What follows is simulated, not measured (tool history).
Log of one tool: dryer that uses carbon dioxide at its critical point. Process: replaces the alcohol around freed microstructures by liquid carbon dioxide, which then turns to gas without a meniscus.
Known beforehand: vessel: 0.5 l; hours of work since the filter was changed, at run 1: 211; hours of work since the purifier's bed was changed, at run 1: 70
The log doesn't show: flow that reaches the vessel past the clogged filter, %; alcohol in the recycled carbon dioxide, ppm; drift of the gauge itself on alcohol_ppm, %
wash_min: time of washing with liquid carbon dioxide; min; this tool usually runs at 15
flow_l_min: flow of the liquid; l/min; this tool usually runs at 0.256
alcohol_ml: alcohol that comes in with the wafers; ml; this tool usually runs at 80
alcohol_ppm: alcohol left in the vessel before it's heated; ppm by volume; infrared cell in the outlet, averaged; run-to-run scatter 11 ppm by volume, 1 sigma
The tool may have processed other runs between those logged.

run   hour  wash_min  flow_l_min  alcohol_ml  hours of work since the filter was changed  hours of work since the purifier's bed was changed  alcohol_ppm
  1    0.0        15       0.256          80                                         211                                                  70         1010
  2    9.1        15       0.256          80                                         214                                                  73         1023
  3   18.9        15       0.360          80                                         217                                                  76          170
  4   28.9        15       0.360          80                                         220                                                  79          164
  5   41.7        15       0.159          80                                         224                                                  83         6652
  6   52.4        15       0.256          80                                         227                                                  87         1067
  7   62.2        15       0.256          80                                         230                                                  90         1063
  8   73.0        15       0.256          80                                         234                                                  93         1035
  9   82.6        15       0.256          80                                         237                                                  96         1085
 10   88.7        15       0.237          80                                         239                                                  98         1523
 11   96.3        22       0.256          80                                         241                                                 101          136
 12  108.0        22       0.260          80                                         245                                                 104          122
 13  120.4        15       0.256          80                                         249                                                 108         1076
 14  130.7        15       0.256          80                                         252                                                 112         1132
 15  140.8        15       0.193          80                                         255                                                 115         3620
 16  149.3        15       0.193          80                                         258                                                 117         3697
 17  161.5        15       0.256          80                                         262                                                 121         1136
 18  170.5        15       0.259          80                                         265                                                 124         1068
 19  179.5        15       0.259          80                                         267                                                 127         1125
 20  190.3        15       0.259          80                                         271                                                 130         1119
 21  201.8        15       0.256          80                                         274                                                 134         1222
 22  211.0        15       0.256          80                                         277                                                 137         1176
 23  218.7        15       0.256          80                                         280                                                 139         1191
 24  226.3        16       0.398          69                                         282                                                 142          104
 25  240.0        17       0.292          33                                         287                                                 146          172
 26  253.1        15       0.346          49                                         291                                                 150          187
 27  260.4        16       0.302          80                                         293                                                 153          384
 28  267.7        15       0.169          42                                         295                                                 155         3259
 29  274.0        12       0.412          93                                         297                                                 157          410
 30  286.4        12       0.275          31                                         301                                                 161         1002
 31  295.9        22       0.187          21                                         304                                                 164          281
 32  301.9        22       0.187          21                                         306                                                 166          277
 33  307.6        21       0.256          80                                         308                                                 167          233
 34  314.6        21       0.256          80                                         310                                                 170          237
 35  325.4        15       0.184          80                                         313                                                 173         4735
 36  334.8        15       0.184          80                                         316                                                 176         4642
 37  343.0        13       0.323          80                                         319                                                 179          866
 38  356.7        12       0.310          94                                         323                                                 183         1756
 39  362.5        12       0.310          74                                         325                                                 185         1449
 40  375.3        18       0.389          35                                         329                                                 189           94
 41  384.5        18       0.389          35                                         332                                                 192           90
 42  396.2        18       0.389          35                                         336                                                 195           84
 43  408.5        18       0.389          35                                         340                                                 199           95
 44  416.6        12       0.230          56                                         342                                                 202         3585

The same runs without the tool's hidden state, with the same run-to-run variation:
run  alcohol_ppm
  1          660
  2          663
  3           83
  4           75
  5         5062
  6          671
  7          663
  8          637
  9          670
 10          972
 11           49
 12           39
 13          645
 14          678
 15         2469
 16         2511
 17          663
 18          614
 19          644
 20          636
 21          690
 22          663
 23          669
 24           27
 25           58
 26           64
 27          162
 28         2192
 29          173
 30          572
 31          122
 32          117
 33           77
 34           78
 35         3016
 36         2943
 37          407
 38          925
 39          760
 40           16
 41           10
 42            5
 43           14
 44         2178
